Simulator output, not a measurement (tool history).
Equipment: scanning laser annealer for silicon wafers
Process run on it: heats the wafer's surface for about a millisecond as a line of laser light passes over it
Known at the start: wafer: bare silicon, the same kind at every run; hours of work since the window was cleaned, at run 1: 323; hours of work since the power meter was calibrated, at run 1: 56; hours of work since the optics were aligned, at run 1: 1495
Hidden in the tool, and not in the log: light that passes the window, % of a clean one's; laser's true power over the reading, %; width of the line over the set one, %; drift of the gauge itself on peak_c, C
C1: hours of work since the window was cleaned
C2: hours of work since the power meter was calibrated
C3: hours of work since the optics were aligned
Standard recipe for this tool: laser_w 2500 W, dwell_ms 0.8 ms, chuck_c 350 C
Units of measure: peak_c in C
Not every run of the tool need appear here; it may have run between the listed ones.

{"run": 1, "hour": 0.0, "laser_w": 2500, "dwell_ms": 0.8, "chuck_c": 350, "C1": 323, "C2": 56, "C3": 1495, "peak_c": 1098}
{"run": 2, "hour": 32.4, "laser_w": 2126, "dwell_ms": 0.8, "chuck_c": 350, "C1": 346, "C2": 79, "C3": 1519, "peak_c": 972}
{"run": 3, "hour": 73.1, "laser_w": 2126, "dwell_ms": 0.8, "chuck_c": 350, "C1": 375, "C2": 109, "C3": 1548, "peak_c": 971}
{"run": 4, "hour": 105.3, "laser_w": 2392, "dwell_ms": 0.8, "chuck_c": 350, "C1": 398, "C2": 132, "C3": 1571, "peak_c": 1059}
{"run": 5, "hour": 134.3, "laser_w": 2392, "dwell_ms": 0.8, "chuck_c": 350, "C1": 419, "C2": 153, "C3": 1592, "peak_c": 1059}
{"run": 6, "hour": 169.4, "laser_w": 2392, "dwell_ms": 0.699, "chuck_c": 350, "C1": 445, "C2": 178, "C3": 1618, "peak_c": 1018}
{"hour": 197.8, "done": "window over the wafer cleaned"}
{"run": 7, "hour": 199.6, "laser_w": 2392, "dwell_ms": 0.699, "chuck_c": 350, "C1": 1, "C2": 198, "C3": 1638, "peak_c": 1021}
{"run": 8, "hour": 222.3, "laser_w": 2392, "dwell_ms": 0.699, "chuck_c": 350, "C1": 18, "C2": 215, "C3": 1654, "peak_c": 1018}
{"run": 9, "hour": 261.6, "laser_w": 2500, "dwell_ms": 0.8, "chuck_c": 350, "C1": 46, "C2": 243, "C3": 1682, "peak_c": 1097}
{"run": 10, "hour": 292.4, "laser_w": 2500, "dwell_ms": 0.8, "chuck_c": 350, "C1": 68, "C2": 265, "C3": 1705, "peak_c": 1098}
{"run": 11, "hour": 334.9, "laser_w": 2500, "dwell_ms": 0.952, "chuck_c": 350, "C1": 99, "C2": 296, "C3": 1735, "peak_c": 1155}
{"run": 12, "hour": 374.0, "laser_w": 2500, "dwell_ms": 0.8, "chuck_c": 350, "C1": 127, "C2": 324, "C3": 1763, "peak_c": 1097}
{"hour": 421.2, "done": "optics aligned, line set to its width"}
{"run": 13, "hour": 428.4, "laser_w": 2500, "dwell_ms": 0.8, "chuck_c": 350, "C1": 163, "C2": 360, "C3": 5, "peak_c": 1098}
{"run": 14, "hour": 468.4, "laser_w": 2500, "dwell_ms": 0.888, "chuck_c": 322, "C1": 191, "C2": 388, "C3": 34, "peak_c": 1104}
{"run": 15, "hour": 508.0, "laser_w": 2500, "dwell_ms": 0.667, "chuck_c": 350, "C1": 220, "C2": 417, "C3": 63, "peak_c": 1037}
{"run": 16, "hour": 545.8, "laser_w": 2187, "dwell_ms": 0.716, "chuck_c": 350, "C1": 247, "C2": 444, "C3": 90, "peak_c": 961}
{"run": 17, "hour": 568.5, "laser_w": 2324, "dwell_ms": 0.828, "chuck_c": 361, "C1": 264, "C2": 461, "C3": 106, "peak_c": 1058}
{"run": 18, "hour": 617.4, "laser_w": 2324, "dwell_ms": 0.828, "chuck_c": 361, "C1": 299, "C2": 496, "C3": 141, "peak_c": 1062}
{"run": 19, "hour": 646.2, "laser_w": 2536, "dwell_ms": 0.562, "chuck_c": 387, "C1": 319, "C2": 517, "C3": 162, "peak_c": 1035}
{"run": 20, "hour": 674.7, "laser_w": 2132, "dwell_ms": 0.833, "chuck_c": 325, "C1": 340, "C2": 537, "C3": 183, "peak_c": 962}
{"run": 21, "hour": 720.6, "laser_w": 2132, "dwell_ms": 0.833, "chuck_c": 325, "C1": 373, "C2": 570, "C3": 216, "peak_c": 961}
{"run": 22, "hour": 746.8, "laser_w": 2618, "dwell_ms": 0.865, "chuck_c": 325, "C1": 392, "C2": 589, "C3": 235, "peak_c": 1141}
{"run": 23, "hour": 797.5, "laser_w": 2668, "dwell_ms": 0.662, "chuck_c": 383, "C1": 428, "C2": 626, "C3": 271, "peak_c": 1122}
{"run": 24, "hour": 821.5, "laser_w": 2228, "dwell_ms": 0.733, "chuck_c": 384, "C1": 446, "C2": 643, "C3": 288, "peak_c": 1019}

What differs in the tool's unlogged condition from the final listed run ahead of each entry between runs to the first listed run following it?
In the gap between runs 6 and 7: window over the wafer cleaned (hour 197.8)
  light that passes the window, % of a clean one's: 99.89 -> 100
In the gap between runs 12 and 13: optics aligned, line set to its width (hour 421.2)
  light that passes the window, % of a clean one's: 99.97 -> 99.96; width of the line over the set one, %: 0.07 -> 0
